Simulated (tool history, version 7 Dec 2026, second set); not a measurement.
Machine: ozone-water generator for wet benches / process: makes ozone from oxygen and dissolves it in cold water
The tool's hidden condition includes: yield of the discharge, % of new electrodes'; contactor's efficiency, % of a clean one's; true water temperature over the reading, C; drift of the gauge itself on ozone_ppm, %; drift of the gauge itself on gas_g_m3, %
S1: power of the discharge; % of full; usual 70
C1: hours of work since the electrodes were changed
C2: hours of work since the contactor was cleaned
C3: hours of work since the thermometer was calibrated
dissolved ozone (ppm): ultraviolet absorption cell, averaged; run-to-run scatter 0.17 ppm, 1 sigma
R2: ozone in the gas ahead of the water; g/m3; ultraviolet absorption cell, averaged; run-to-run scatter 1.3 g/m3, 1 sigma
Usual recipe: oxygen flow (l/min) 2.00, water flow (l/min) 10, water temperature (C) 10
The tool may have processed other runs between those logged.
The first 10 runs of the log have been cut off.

run 11 day=13.729 | S1=70 oxygen_flow_(l/min)=2.00 water_flow_(l/min)=10 water_temperature_(C)=12 | C1=2021 C2=84 C3=1890 | dissolved_ozone_(ppm)=22.3 R2=247.1
run 12 day=15.396 | S1=70 oxygen_flow_(l/min)=2.00 water_flow_(l/min)=10 water_temperature_(C)=12 | C1=2058 C2=121 C3=1926 | dissolved_ozone_(ppm)=22.3 R2=247.2
run 13 day=17.075 | S1=70 oxygen_flow_(l/min)=2.00 water_flow_(l/min)=10 water_temperature_(C)=12 | C1=2095 C2=158 C3=1963 | dissolved_ozone_(ppm)=22.2 R2=245.8
run 14 day=18.950 | S1=70 oxygen_flow_(l/min)=2.00 water_flow_(l/min)=10 water_temperature_(C)=13 | C1=2136 C2=199 C3=2005 | dissolved_ozone_(ppm)=22.1 R2=248.7
run 15 day=20.129 | S1=70 oxygen_flow_(l/min)=1.82 water_flow_(l/min)=10 water_temperature_(C)=10 | C1=2162 C2=225 C3=2031 | dissolved_ozone_(ppm)=22.8 R2=263.1
run 16 day=21.492 | S1=70 oxygen_flow_(l/min)=1.82 water_flow_(l/min)=10 water_temperature_(C)=10 | C1=2193 C2=255 C3=2061 | dissolved_ozone_(ppm)=22.3 R2=260.7
run 17 day=23.604 | S1=70 oxygen_flow_(l/min)=2.00 water_flow_(l/min)=7 water_temperature_(C)=6 | C1=2239 C2=302 C3=2108 | dissolved_ozone_(ppm)=33.0 R2=242.4
run 18 day=25.604 | S1=74 oxygen_flow_(l/min)=2.00 water_flow_(l/min)=7 water_temperature_(C)=11 | C1=2283 C2=346 C3=2152 | dissolved_ozone_(ppm)=32.4 R2=251.5
run 19 day=27.392 | S1=74 oxygen_flow_(l/min)=2.00 water_flow_(l/min)=7 water_temperature_(C)=13 | C1=2323 C2=385 C3=2191 | dissolved_ozone_(ppm)=31.5 R2=253.0
run 20 day=28.688 | S1=74 oxygen_flow_(l/min)=2.00 water_flow_(l/min)=7 water_temperature_(C)=13 | C1=2351 C2=414 C3=2220 | dissolved_ozone_(ppm)=31.8 R2=255.1
run 21 day=30.042 | S1=74 oxygen_flow_(l/min)=2.00 water_flow_(l/min)=7 water_temperature_(C)=13 | C1=2381 C2=444 C3=2250 | dissolved_ozone_(ppm)=31.8 R2=255.3
run 22 day=31.375 | S1=74 oxygen_flow_(l/min)=2.26 water_flow_(l/min)=7 water_temperature_(C)=7 | C1=2411 C2=473 C3=2279 | dissolved_ozone_(ppm)=33.7 R2=233.2
run 23 day=32.308 | S1=70 oxygen_flow_(l/min)=2.36 water_flow_(l/min)=14 water_temperature_(C)=17 | C1=2431 C2=494 C3=2300 | dissolved_ozone_(ppm)=14.9 R2=218.4
run 24 day=33.967 | S1=70 oxygen_flow_(l/min)=2.36 water_flow_(l/min)=14 water_temperature_(C)=17 | C1=2468 C2=531 C3=2336 | dissolved_ozone_(ppm)=14.9 R2=219.7
run 25 day=35.012 | S1=70 oxygen_flow_(l/min)=2.36 water_flow_(l/min)=14 water_temperature_(C)=17 | C1=2491 C2=554 C3=2359 | dissolved_ozone_(ppm)=15.4 R2=217.8
run 26 day=36.112 | S1=70 oxygen_flow_(l/min)=2.00 water_flow_(l/min)=10 water_temperature_(C)=13 | C1=2515 C2=578 C3=2384 | dissolved_ozone_(ppm)=22.1 R2=244.2
run 27 day=37.396 | S1=70 oxygen_flow_(l/min)=2.00 water_flow_(l/min)=10 water_temperature_(C)=13 | C1=2544 C2=606 C3=2412 | dissolved_ozone_(ppm)=22.1 R2=246.8
run 28 day=39.096 | S1=43 oxygen_flow_(l/min)=2.00 water_flow_(l/min)=7 water_temperature_(C)=10 | C1=2581 C2=644 C3=2450 | dissolved_ozone_(ppm)=22.7 R2=175.7
run 29 day=39.971 | S1=43 oxygen_flow_(l/min)=2.00 water_flow_(l/min)=7 water_temperature_(C)=10 | C1=2600 C2=663 C3=2469 | dissolved_ozone_(ppm)=22.9 R2=176.0
run 30 day=41.792 | S1=53 oxygen_flow_(l/min)=2.67 water_flow_(l/min)=16 water_temperature_(C)=9 | C1=2641 C2=703 C3=2509 | dissolved_ozone_(ppm)=11.8 R2=166.7
run 31 day=43.579 | S1=70 oxygen_flow_(l/min)=2.94 water_flow_(l/min)=10 water_temperature_(C)=13 | C1=2680 C2=743 C3=2548 | dissolved_ozone_(ppm)=21.4 R2=186.7

Estimate the outcome of run 32 from the log above:
run 32 day=45.404 | S1=63 oxygen_flow_(l/min)=2.00 water_flow_(l/min)=8 water_temperature_(C)=8 | C1=2720 C2=783 C3=2589 | dissolved_ozone_(ppm)=? R2=?

{"run 32": {"dissolved ozone (ppm)": 26.4, "R2": 226.6}}
If the tool had no hidden condition, the same run with the same run-to-run variation would have returned dissolved ozone (ppm) 26.4, R2 226.8 g/m3.
